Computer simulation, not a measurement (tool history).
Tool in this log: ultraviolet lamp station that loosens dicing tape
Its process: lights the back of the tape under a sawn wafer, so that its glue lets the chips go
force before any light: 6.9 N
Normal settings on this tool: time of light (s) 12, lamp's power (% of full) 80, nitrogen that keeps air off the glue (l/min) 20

| run | hour | time of light (s) | lamp's power (% of full) | nitrogen that keeps air off the glue (l/min) | force that peels the tape off (N) | light that reached the tape (mJ/cm2) |
|---|---|---|---|---|---|---|
| 1 | 0.0 | 12 | 80 | 20 | 0.331 | 458 |
| 2 | 23.6 | 12 | 80 | 20 | 0.324 | 456 |
| 3 | 47.6 | 12 | 80 | 20 | 0.331 | 450 |
| 4 | 67.2 | 12 | 80 | 20 | 0.354 | 449 |
| 5 | 99.1 | 12 | 80 | 20 | 0.426 | 408 |
| 6 | 127.1 | 12 | 80 | 20 | 0.437 | 402 |
| 7 | 157.9 | 12 | 80 | 20 | 0.436 | 410 |
| 8 | 188.9 | 12 | 80 | 20 | 0.433 | 401 |
| 9 | 202.7 | 12 | 65 | 20 | 0.720 | 324 |
| 10 | 216.3 | 10 | 65 | 20 | 1.074 | 269 |
| 11 | 233.2 | 7 | 85 | 21 | 1.138 | 243 |
| 12 | 260.7 | 7 | 72 | 8 | 1.989 | 253 |
| 13 | 276.5 | 7 | 72 | 28 | 0.906 | 258 |
| 14 | 291.3 | 12 | 95 | 20 | 0.216 | 576 |

The log once held 2 entries between its listed runs, left out of this copy. Where does each go, and what is different about the tool's unlogged condition between the listed run before it and the listed run after it?
Between runs 4 and 5: window cleaned of glue's vapour (hour 98.2)
  lamp's light, % of a new lamp's: 94.8 -> 94.6; light that the window lets through, % of a clean one's: 90.7 -> 83.6
  measured minus no-state result, force that peels the tape off (N): +0.099 -> +0.170; light that reached the tape (mJ/cm2): -73 -> -108
Between runs 11 and 12: window cleaned of glue's vapour, once more (hour 257.6)
  lamp's light, % of a new lamp's: 93.7 -> 93.5; light that the window lets through, % of a clean one's: 81.2 -> 99.9
  measured minus no-state result, force that peels the tape off (N): +0.453 -> +0.167; light that reached the tape (mJ/cm2): -77 -> -18
